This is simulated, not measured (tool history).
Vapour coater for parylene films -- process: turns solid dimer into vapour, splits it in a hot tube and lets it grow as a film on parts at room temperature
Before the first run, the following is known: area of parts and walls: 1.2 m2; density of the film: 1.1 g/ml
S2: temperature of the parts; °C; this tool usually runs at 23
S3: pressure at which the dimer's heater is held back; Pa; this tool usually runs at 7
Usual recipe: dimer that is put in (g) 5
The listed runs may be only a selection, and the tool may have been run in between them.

run 1 hour=0 | dimer_that_is_put_in_(g)=5 S2=23 S3=7 | thickness_of_the_film_(um)=2.17
run 2 hour=12.8 | dimer_that_is_put_in_(g)=5 S2=23 S3=7 | thickness_of_the_film_(um)=2.17
run 3 hour=37 | dimer_that_is_put_in_(g)=5 S2=23 S3=7 | thickness_of_the_film_(um)=2.16
run 4 hour=52.7 | dimer_that_is_put_in_(g)=5 S2=23 S3=7 | thickness_of_the_film_(um)=2.15
run 5 hour=65.7 | dimer_that_is_put_in_(g)=5 S2=23 S3=7 | thickness_of_the_film_(um)=2.14
run 6 hour=79.7 | dimer_that_is_put_in_(g)=6 S2=19 S3=7 | thickness_of_the_film_(um)=3.08
-- hour=97.7 trap's valve overhauled
run 7 hour=102.2 | dimer_that_is_put_in_(g)=6 S2=19 S3=7 | thickness_of_the_film_(um)=3.22
run 8 hour=116.8 | dimer_that_is_put_in_(g)=6 S2=19 S3=7 | thickness_of_the_film_(um)=3.19
run 9 hour=137.9 | dimer_that_is_put_in_(g)=6 S2=19 S3=7 | thickness_of_the_film_(um)=3.19
run 10 hour=161.1 | dimer_that_is_put_in_(g)=5 S2=34 S3=7 | thickness_of_the_film_(um)=1.39

Below are 5 alternative next runs, each starting from the tool's condition after run 10. Predict each:
run A hour=189.5 | dimer_that_is_put_in_(g)=5 S2=34 S3=2.07 | thickness_of_the_film_(um)=?
run B hour=189.5 | dimer_that_is_put_in_(g)=5 S2=34 S3=11.98 | thickness_of_the_film_(um)=?
run C hour=189.5 | dimer_that_is_put_in_(g)=5 S2=18 S3=7 | thickness_of_the_film_(um)=?
run D hour=189.5 | dimer_that_is_put_in_(g)=5 S2=21 S3=7 | thickness_of_the_film_(um)=?
run E hour=189.5 | dimer_that_is_put_in_(g)=5 S2=23 S3=7 | thickness_of_the_film_(um)=?

run=A thickness_of_the_film_(um)=1.59
run=B thickness_of_the_film_(um)=1.29
run=C thickness_of_the_film_(um)=2.75
run=D thickness_of_the_film_(um)=2.42
run=E thickness_of_the_film_(um)=2.22
With no hidden state in the tool, these same runs would have given:
run=A thickness_of_the_film_(um)=1.65
run=B thickness_of_the_film_(um)=1.33
run=C thickness_of_the_film_(um)=2.84
run=D thickness_of_the_film_(um)=2.5
run=E thickness_of_the_film_(um)=2.3
